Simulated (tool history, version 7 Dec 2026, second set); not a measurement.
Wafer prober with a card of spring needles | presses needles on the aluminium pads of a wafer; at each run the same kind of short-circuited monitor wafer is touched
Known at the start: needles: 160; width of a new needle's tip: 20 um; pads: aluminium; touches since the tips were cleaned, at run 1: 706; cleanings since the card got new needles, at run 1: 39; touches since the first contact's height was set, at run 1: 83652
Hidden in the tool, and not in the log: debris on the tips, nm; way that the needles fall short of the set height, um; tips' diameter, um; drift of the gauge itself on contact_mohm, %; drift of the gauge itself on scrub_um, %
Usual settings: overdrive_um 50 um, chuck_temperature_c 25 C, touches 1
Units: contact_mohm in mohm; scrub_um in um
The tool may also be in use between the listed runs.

run	hour	overdrive_um	chuck_temperature_c	touches	touches since the tips were cleaned	cleanings since the card got new needles	touches since the first contact's height was set	contact_mohm	scrub_um
1	0.0	50	25	1	706	39	83652	321	6.49
2	16.3	50	25	1	4707	39	87653	437	6.53
# hour 21.1: tips cleaned on abrasive film
3	30.4	50	25	1	2262	40	91055	562	6.38
# hour 44.2: tips cleaned on abrasive film
4	52.0	50	25	1	1916	41	96333	368	6.32
# hour 67.3: tips cleaned on abrasive film
5	77.5	50	25	1	2494	42	102534	400	6.49
# hour 89.8: tips cleaned on abrasive film
6	97.0	50	25	1	1761	43	107287	370	6.30
# hour 107.2: tips cleaned on abrasive film, once more
7	122.2	50	25	1	3669	44	113440	431	6.30
# hour 129.5: tips cleaned on abrasive film
# hour 152.0: tips cleaned on abrasive film
8	152.6	49	25	1	162	46	120835	305	6.21
# hour 176.1: tips cleaned on abrasive film
9	183.2	50	25	1	1752	47	128299	372	6.38
# hour 200.3: tips cleaned on abrasive film
10	209.0	50	25	1	2132	48	134585	386	6.28
# hour 223.2: tips cleaned on abrasive film
11	225.3	50	25	1	509	49	138544	315	6.31
12	239.9	50	25	1	4086	49	142121	439	6.31
# hour 246.0: tips cleaned on abrasive film
13	253.8	50	25	1	1899	50	145494	384	6.29
# hour 268.3: tips cleaned on abrasive film
14	273.4	50	25	1	1256	51	150265	357	6.26
# hour 290.4: tips cleaned on abrasive film
15	302.7	50	25	1	3010	52	157417	427	6.26
# hour 314.8: tips cleaned on abrasive film
16	321.2	50	25	1	1581	53	161928	363	6.24
# hour 328.5: height of the first contact set anew
# hour 337.4: tips cleaned on abrasive film
17	344.4	59	65	2	1719	54	3861	317	7.92
# hour 361.5: tips cleaned on abrasive film
18	364.0	41	93	2	612	55	8648	332	5.49
19	380.8	41	93	2	4725	55	12761	433	5.49
# hour 383.7: tips cleaned on abrasive film
20	397.3	41	93	2	3340	56	16766	403	5.39
# hour 407.9: tips cleaned on abrasive film
21	410.0	50	28	1	522	57	19846	314	6.61
22	427.3	50	52	3	4747	57	24071	341	6.58
# hour 431.2: tips cleaned on abrasive film
23	447.7	50	52	3	4059	58	29060	331	6.52
# hour 454.5: tips cleaned on abrasive film
24	470.2	32	86	1	3844	59	34539	628	4.18
# hour 478.3: tips cleaned on abrasive film
25	485.6	50	30	2	1797	60	38276	334	6.59
# hour 502.2: tips cleaned on abrasive film
26	511.7	50	30	2	2324	61	44633	340	6.52
# hour 525.1: tips cleaned on abrasive film
27	531.4	50	36	2	1558	62	49441	331	6.52
# hour 549.4: tips cleaned on abrasive film
28	554.0	34	76	2	1124	63	54933	389	4.42
# hour 572.4: tips cleaned on abrasive film
29	575.8	57	27	1	833	64	60264	315	7.51

5 ways to go on from here, each from the tool as it stands after run 29. What would each give?
# hour 595.1: tips cleaned on abrasive film
A	603.7	42	40	2	2089	65	67048	?	?
# hour 595.1: tips cleaned on abrasive film
B	603.7	40	25	1	2089	65	67048	?	?
# hour 595.1: tips cleaned on abrasive film
C	603.7	41	106	1	2089	65	67048	?	?
# hour 595.1: tips cleaned on abrasive film
D	603.7	56	27	1	2089	65	67048	?	?
# hour 595.1: tips cleaned on abrasive film
E	603.7	57	69	1	2089	65	67048	?	?

run	contact_mohm	scrub_um
A	366	5.47
B	423	5.17
C	431	5.33
D	345	7.28
E	359	7.42
Without the tool's hidden state the same runs would have given:
run	contact_mohm	scrub_um
A	285	5.62
B	275	5.32
C	305	5.48
D	269	7.43
E	288	7.57
